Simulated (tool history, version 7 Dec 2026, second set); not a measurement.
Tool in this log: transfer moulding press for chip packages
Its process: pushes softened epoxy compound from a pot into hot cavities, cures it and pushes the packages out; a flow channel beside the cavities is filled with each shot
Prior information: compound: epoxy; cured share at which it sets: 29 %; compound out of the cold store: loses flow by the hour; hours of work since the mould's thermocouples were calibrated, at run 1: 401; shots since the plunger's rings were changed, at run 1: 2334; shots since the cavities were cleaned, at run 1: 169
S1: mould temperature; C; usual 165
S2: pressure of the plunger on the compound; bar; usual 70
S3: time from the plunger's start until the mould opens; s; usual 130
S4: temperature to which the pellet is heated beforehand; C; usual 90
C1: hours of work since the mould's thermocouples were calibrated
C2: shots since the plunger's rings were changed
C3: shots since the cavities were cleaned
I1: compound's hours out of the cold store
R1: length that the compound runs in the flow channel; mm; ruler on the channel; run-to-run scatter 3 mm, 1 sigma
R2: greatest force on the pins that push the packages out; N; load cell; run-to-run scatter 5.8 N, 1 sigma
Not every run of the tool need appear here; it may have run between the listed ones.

{"run": 1, "day": 0.0, "S1": 165, "S2": 70, "S3": 130, "S4": 90, "C1": 401, "C2": 2334, "C3": 169, "I1": 21, "R1": 544, "R2": 308}
{"run": 2, "day": 1.467, "S1": 165, "S2": 70, "S3": 157, "S4": 90, "C1": 420, "C2": 2613, "C3": 448, "I1": 28.2, "R1": 526, "R2": 383}
{"run": 3, "day": 4.092, "S1": 165, "S2": 70, "S3": 157, "S4": 90, "C1": 456, "C2": 3112, "C3": 947, "I1": 28.1, "R1": 522, "R2": 447}
{"day": 4.288, "done": "cavities cleaned with cleaning compound and waxed"}
{"run": 4, "day": 6.483, "S1": 165, "S2": 70, "S3": 157, "S4": 90, "C1": 487, "C2": 3555, "C3": 417, "I1": 13.6, "R1": 556, "R2": 499}
{"run": 5, "day": 8.171, "S1": 165, "S2": 70, "S3": 157, "S4": 90, "C1": 509, "C2": 3875, "C3": 737, "I1": 35.9, "R1": 494, "R2": 490}
{"day": 9.446, "done": "cavities cleaned with cleaning compound and waxed"}
{"run": 6, "day": 9.783, "S1": 165, "S2": 70, "S3": 161, "S4": 90, "C1": 530, "C2": 4170, "C3": 64, "I1": 46.6, "R1": 469, "R2": 240}
{"day": 10.458, "done": "plunger's sealing rings changed"}
{"run": 7, "day": 11.479, "S1": 165, "S2": 70, "S3": 161, "S4": 90, "C1": 551, "C2": 194, "C3": 367, "I1": 21.4, "R1": 562, "R2": 373}
{"run": 8, "day": 13.162, "S1": 165, "S2": 70, "S3": 161, "S4": 90, "C1": 574, "C2": 514, "C3": 687, "I1": 8.5, "R1": 595, "R2": 417}
{"day": 14.204, "done": "cavities cleaned with cleaning compound and waxed, once more"}
{"run": 9, "day": 15.358, "S1": 165, "S2": 70, "S3": 161, "S4": 90, "C1": 602, "C2": 919, "C3": 219, "I1": 34, "R1": 525, "R2": 317}
{"run": 10, "day": 17.538, "S1": 165, "S2": 70, "S3": 161, "S4": 90, "C1": 631, "C2": 1333, "C3": 633, "I1": 14, "R1": 573, "R2": 423}
{"day": 19.354, "done": "cavities cleaned with cleaning compound and waxed"}
{"run": 11, "day": 20.321, "S1": 165, "S2": 70, "S3": 161, "S4": 90, "C1": 668, "C2": 1850, "C3": 184, "I1": 13.5, "R1": 564, "R2": 309}
{"run": 12, "day": 23.138, "S1": 165, "S2": 70, "S3": 161, "S4": 90, "C1": 705, "C2": 2385, "C3": 719, "I1": 22.3, "R1": 537, "R2": 411}
{"day": 24.571, "done": "cavities cleaned with cleaning compound and waxed"}
{"run": 13, "day": 25.008, "S1": 165, "S2": 70, "S3": 161, "S4": 90, "C1": 729, "C2": 2729, "C3": 83, "I1": 15.5, "R1": 556, "R2": 256}
{"run": 14, "day": 27.354, "S1": 165, "S2": 70, "S3": 161, "S4": 90, "C1": 761, "C2": 3175, "C3": 529, "I1": 13.6, "R1": 552, "R2": 400}
{"run": 15, "day": 29.338, "S1": 165, "S2": 70, "S3": 161, "S4": 90, "C1": 787, "C2": 3553, "C3": 907, "I1": 36.4, "R1": 499, "R2": 449}
{"day": 29.758, "done": "cavities cleaned with cleaning compound and waxed"}
{"day": 30.079, "done": "mould's thermocouples calibrated"}
{"run": 16, "day": 30.804, "S1": 165, "S2": 54.6, "S3": 157, "S4": 90, "C1": 10, "C2": 3803, "C3": 183, "I1": 34.7, "R1": 437, "R2": 312}
{"run": 17, "day": 32.583, "S1": 165, "S2": 70, "S3": 130, "S4": 91, "C1": 33, "C2": 4141, "C3": 521, "I1": 23.3, "R1": 520, "R2": 418}
{"day": 33.454, "done": "plunger's sealing rings changed"}
{"day": 35.129, "done": "cavities cleaned with cleaning compound and waxed"}
{"run": 18, "day": 35.471, "S1": 159, "S2": 63.8, "S3": 130, "S4": 91, "C1": 70, "C2": 371, "C3": 65, "I1": 24.5, "R1": 550, "R2": 324}
{"run": 19, "day": 38.271, "S1": 172, "S2": 77.1, "S3": 131, "S4": 93, "C1": 107, "C2": 904, "C3": 598, "I1": 43.2, "R1": 516, "R2": 406}
{"day": 40.258, "done": "cavities cleaned with cleaning compound and waxed"}
{"run": 20, "day": 40.529, "S1": 172, "S2": 77.1, "S3": 131, "S4": 93, "C1": 137, "C2": 1321, "C3": 52, "I1": 29.7, "R1": 542, "R2": 245}
{"run": 21, "day": 43.429, "S1": 165, "S2": 70, "S3": 130, "S4": 98, "C1": 175, "C2": 1873, "C3": 604, "I1": 32.4, "R1": 525, "R2": 426}
{"day": 45.625, "done": "cavities cleaned with cleaning compound and waxed"}
{"run": 22, "day": 45.767, "S1": 165, "S2": 70, "S3": 130, "S4": 99, "C1": 206, "C2": 2305, "C3": 27, "I1": 31.2, "R1": 523, "R2": 231}
{"run": 23, "day": 47.942, "S1": 165, "S2": 70, "S3": 130, "S4": 99, "C1": 235, "C2": 2718, "C3": 440, "I1": 47.5, "R1": 482, "R2": 398}
{"run": 24, "day": 50.179, "S1": 166, "S2": 64.7, "S3": 136, "S4": 87, "C1": 265, "C2": 3144, "C3": 866, "I1": 32.5, "R1": 491, "R2": 447}
{"day": 50.883, "done": "cavities cleaned with cleaning compound and waxed"}
{"run": 25, "day": 52.771, "S1": 166, "S2": 64.7, "S3": 136, "S4": 87, "C1": 298, "C2": 3624, "C3": 359, "I1": 30.9, "R1": 488, "R2": 370}
{"run": 26, "day": 55.15, "S1": 162, "S2": 82, "S3": 138, "S4": 90, "C1": 330, "C2": 4076, "C3": 811, "I1": 14, "R1": 606, "R2": 480}
{"day": 56.258, "done": "plunger's sealing rings changed"}
{"day": 56.321, "done": "cavities cleaned with cleaning compound and waxed"}
{"run": 27, "day": 57.571, "S1": 164, "S2": 82, "S3": 136, "S4": 80, "C1": 360, "C2": 238, "C3": 238, "I1": 39, "R1": 570, "R2": 336}
{"run": 28, "day": 60.208, "S1": 164, "S2": 82, "S3": 136, "S4": 80, "C1": 396, "C2": 739, "C3": 739, "I1": 38.8, "R1": 566, "R2": 451}
{"day": 61.617, "done": "cavities cleaned with cleaning compound and waxed"}
{"run": 29, "day": 62.621, "S1": 161, "S2": 85.2, "S3": 138, "S4": 84, "C1": 427, "C2": 1185, "C3": 190, "I1": 29.3, "R1": 605, "R2": 327}

Each row is a separate what-if for the run after 29, all from the same tool condition, not one after another. Results?
{"run": "A", "day": 64.838, "S1": 159, "S2": 85.2, "S3": 138, "S4": 84, "C1": 457, "C2": 1607, "C3": 612, "I1": 45.9, "R1": "?", "R2": "?"}
{"run": "B", "day": 64.838, "S1": 161, "S2": 85.2, "S3": 170, "S4": 84, "C1": 457, "C2": 1607, "C3": 612, "I1": 42.9, "R1": "?", "R2": "?"}
{"run": "C", "day": 64.838, "S1": 165, "S2": 70, "S3": 130, "S4": 90, "C1": 457, "C2": 1607, "C3": 612, "I1": 34.1, "R1": "?", "R2": "?"}

run=A R1=569 R2=494
run=B R1=563 R2=416
run=C R1=520 R2=434
Without the tool's hidden state the same runs would have given:
run=A R1=583 R2=233
run=B R1=577 R2=205
run=C R1=534 R2=210
